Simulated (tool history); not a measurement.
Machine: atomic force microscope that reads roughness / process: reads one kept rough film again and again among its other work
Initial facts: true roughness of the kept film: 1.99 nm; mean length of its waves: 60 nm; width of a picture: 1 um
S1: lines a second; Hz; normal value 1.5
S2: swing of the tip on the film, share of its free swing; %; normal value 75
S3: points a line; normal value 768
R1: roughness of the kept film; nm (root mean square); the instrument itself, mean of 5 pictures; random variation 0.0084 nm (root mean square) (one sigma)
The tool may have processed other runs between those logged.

{"run": 1, "day": 0.0, "S1": 1.5, "S2": 75, "S3": 768, "R1": 1.812}
{"run": 2, "day": 1.404, "S1": 1.5, "S2": 75, "S3": 768, "R1": 1.812}
{"run": 3, "day": 3.292, "S1": 1.5, "S2": 75, "S3": 866, "R1": 1.787}
{"run": 4, "day": 5.667, "S1": 1.5, "S2": 75, "S3": 866, "R1": 1.782}
{"day": 7.267, "done": "new tip fitted"}
{"run": 5, "day": 7.667, "S1": 1.5, "S2": 75, "S3": 866, "R1": 1.826}
{"run": 6, "day": 8.967, "S1": 1.61, "S2": 75, "S3": 768, "R1": 1.817}
{"run": 7, "day": 11.912, "S1": 1.61, "S2": 75, "S3": 768, "R1": 1.798}
{"run": 8, "day": 13.988, "S1": 1.61, "S2": 75, "S3": 768, "R1": 1.801}
{"run": 9, "day": 15.496, "S1": 1.61, "S2": 75, "S3": 768, "R1": 1.782}
{"run": 10, "day": 16.983, "S1": 1.61, "S2": 75, "S3": 768, "R1": 1.776}
{"day": 18.412, "done": "new tip fitted"}
{"run": 11, "day": 19.008, "S1": 2.77, "S2": 75, "S3": 768, "R1": 1.739}
{"run": 12, "day": 22.033, "S1": 2.77, "S2": 75, "S3": 768, "R1": 1.708}
{"run": 13, "day": 24.379, "S1": 2.77, "S2": 75, "S3": 768, "R1": 1.699}
{"run": 14, "day": 26.483, "S1": 1.66, "S2": 67, "S3": 503, "R1": 1.826}
{"day": 26.812, "done": "height scale calibrated on a step standard"}
{"run": 15, "day": 28.996, "S1": 1.5, "S2": 72, "S3": 422, "R1": 1.77}

Run 16, settings as shown, results not yet in. Your forecast:
{"day": 29.488, "done": "new tip fitted"}
{"run": 16, "day": 30.321, "S1": 1.5, "S2": 72, "S3": 422, "R1": "?"}

{"run 16": {"R1": 1.808}}
Were there no unlogged condition in the tool, this run, its random variation unchanged, would have produced R1 1.838 nm (root mean square).
